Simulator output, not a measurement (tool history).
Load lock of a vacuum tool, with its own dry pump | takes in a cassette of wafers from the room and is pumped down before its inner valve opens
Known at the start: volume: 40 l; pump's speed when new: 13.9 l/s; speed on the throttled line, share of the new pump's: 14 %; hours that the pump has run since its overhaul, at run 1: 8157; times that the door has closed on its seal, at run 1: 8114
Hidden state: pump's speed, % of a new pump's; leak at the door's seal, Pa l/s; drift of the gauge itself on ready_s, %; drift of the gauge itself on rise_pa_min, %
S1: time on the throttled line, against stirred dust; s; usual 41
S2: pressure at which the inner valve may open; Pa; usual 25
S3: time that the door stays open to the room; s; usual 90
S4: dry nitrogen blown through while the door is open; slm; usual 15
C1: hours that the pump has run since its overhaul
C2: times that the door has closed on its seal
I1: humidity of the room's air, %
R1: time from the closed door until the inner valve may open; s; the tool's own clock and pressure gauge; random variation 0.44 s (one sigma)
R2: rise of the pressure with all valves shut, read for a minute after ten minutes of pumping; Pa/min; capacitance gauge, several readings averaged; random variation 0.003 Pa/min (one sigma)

{"run": 1, "hour": 0.0, "S1": 41, "S2": 25, "S3": 90, "S4": 15, "C1": 8157, "C2": 8114, "I1": 45.8, "R1": 62.3, "R2": 0.053}
{"run": 2, "hour": 166.6, "S1": 41, "S2": 20, "S3": 90, "S4": 15, "C1": 8324, "C2": 8671, "I1": 46.3, "R1": 62.4, "R2": 0.054}
{"run": 3, "hour": 406.2, "S1": 41, "S2": 25, "S3": 90, "S4": 15, "C1": 8563, "C2": 9473, "I1": 42.4, "R1": 62.0, "R2": 0.06}
{"run": 4, "hour": 658.5, "S1": 41, "S2": 42, "S3": 90, "S4": 15, "C1": 8816, "C2": 10316, "I1": 46.1, "R1": 59.9, "R2": 0.063}
{"run": 5, "hour": 998.1, "S1": 41, "S2": 42, "S3": 90, "S4": 15, "C1": 9155, "C2": 11453, "I1": 46.0, "R1": 60.2, "R2": 0.06}
{"run": 6, "hour": 1222.8, "S1": 41, "S2": 25, "S3": 90, "S4": 15, "C1": 9380, "C2": 12204, "I1": 46.8, "R1": 62.2, "R2": 0.07}
{"run": 7, "hour": 1547.1, "S1": 41, "S2": 25, "S3": 90, "S4": 15, "C1": 9704, "C2": 13289, "I1": 44.0, "R1": 62.2, "R2": 0.08}
{"run": 8, "hour": 1822.3, "S1": 41, "S2": 25, "S3": 90, "S4": 15, "C1": 9980, "C2": 14210, "I1": 40.7, "R1": 63.3, "R2": 0.082}
{"run": 9, "hour": 2022.3, "S1": 41, "S2": 25, "S3": 90, "S4": 15, "C1": 10180, "C2": 14879, "I1": 44.7, "R1": 61.9, "R2": 0.085}
{"run": 10, "hour": 2185.5, "S1": 41, "S2": 25, "S3": 90, "S4": 15, "C1": 10343, "C2": 15424, "I1": 44.4, "R1": 62.3, "R2": 0.087}
{"run": 11, "hour": 2520.6, "S1": 41, "S2": 25, "S3": 222, "S4": 15, "C1": 10678, "C2": 16545, "I1": 44.8, "R1": 63.4, "R2": 0.106}
{"run": 12, "hour": 2749.5, "S1": 41, "S2": 25, "S3": 222, "S4": 15, "C1": 10907, "C2": 17311, "I1": 42.1, "R1": 63.2, "R2": 0.111}
{"run": 13, "hour": 2902.8, "S1": 41, "S2": 44, "S3": 90, "S4": 15, "C1": 11060, "C2": 17824, "I1": 45.1, "R1": 60.7, "R2": 0.1}
{"run": 14, "hour": 3150.7, "S1": 41, "S2": 46, "S3": 90, "S4": 23, "C1": 11308, "C2": 18653, "I1": 44.4, "R1": 60.1, "R2": 0.094}
{"run": 15, "hour": 3390.9, "S1": 41, "S2": 46, "S3": 36, "S4": 23, "C1": 11548, "C2": 19457, "I1": 43.8, "R1": 61.2, "R2": 0.095}
{"run": 16, "hour": 3718.9, "S1": 41, "S2": 46, "S3": 36, "S4": 23, "C1": 11876, "C2": 20554, "I1": 44.5, "R1": 61.6, "R2": 0.098}
{"run": 17, "hour": 3916.0, "S1": 63, "S2": 46, "S3": 36, "S4": 23, "C1": 12073, "C2": 21213, "I1": 44.2, "R1": 79.7, "R2": 0.105}
{"hour": 4042.6, "done": "dry pump taken out, an overhauled one fitted"}
{"run": 18, "hour": 4258.8, "S1": 63, "S2": 19, "S3": 36, "S4": 9, "C1": 216, "C2": 22340, "I1": 46.5, "R1": 79.3, "R2": 0.129}
{"run": 19, "hour": 4410.1, "S1": 30, "S2": 24, "S3": 156, "S4": 17, "C1": 367, "C2": 22846, "I1": 46.0, "R1": 50.0, "R2": 0.138}
{"run": 20, "hour": 4581.6, "S1": 41, "S2": 34, "S3": 90, "S4": 26, "C1": 539, "C2": 23420, "I1": 43.4, "R1": 57.9, "R2": 0.133}
{"run": 21, "hour": 4923.7, "S1": 41, "S2": 34, "S3": 90, "S4": 26, "C1": 881, "C2": 24564, "I1": 43.5, "R1": 59.0, "R2": 0.127}

Measured less the same run without the tool's hidden state. The same run-to-run variation is in both; the gauge's scatter may not be:
run=1 R1=+2.6 R2=+0.021
run=2 R1=+2.7 R2=+0.024
run=3 R1=+2.7 R2=+0.027
run=4 R1=+2.6 R2=+0.030
run=5 R1=+2.8 R2=+0.034
run=6 R1=+3.1 R2=+0.037
run=7 R1=+3.2 R2=+0.044
run=8 R1=+3.3 R2=+0.049
run=9 R1=+3.4 R2=+0.052
run=10 R1=+3.4 R2=+0.054
run=11 R1=+3.6 R2=+0.060
run=12 R1=+3.6 R2=+0.063
run=13 R1=+3.4 R2=+0.066
run=14 R1=+3.4 R2=+0.071
run=15 R1=+3.6 R2=+0.077
run=16 R1=+3.7 R2=+0.083
run=17 R1=+3.0 R2=+0.088
run=18 R1=+0.2 R2=+0.095
run=19 R1=+0.3 R2=+0.100
run=20 R1=+0.3 R2=+0.103
run=21 R1=+0.4 R2=+0.108

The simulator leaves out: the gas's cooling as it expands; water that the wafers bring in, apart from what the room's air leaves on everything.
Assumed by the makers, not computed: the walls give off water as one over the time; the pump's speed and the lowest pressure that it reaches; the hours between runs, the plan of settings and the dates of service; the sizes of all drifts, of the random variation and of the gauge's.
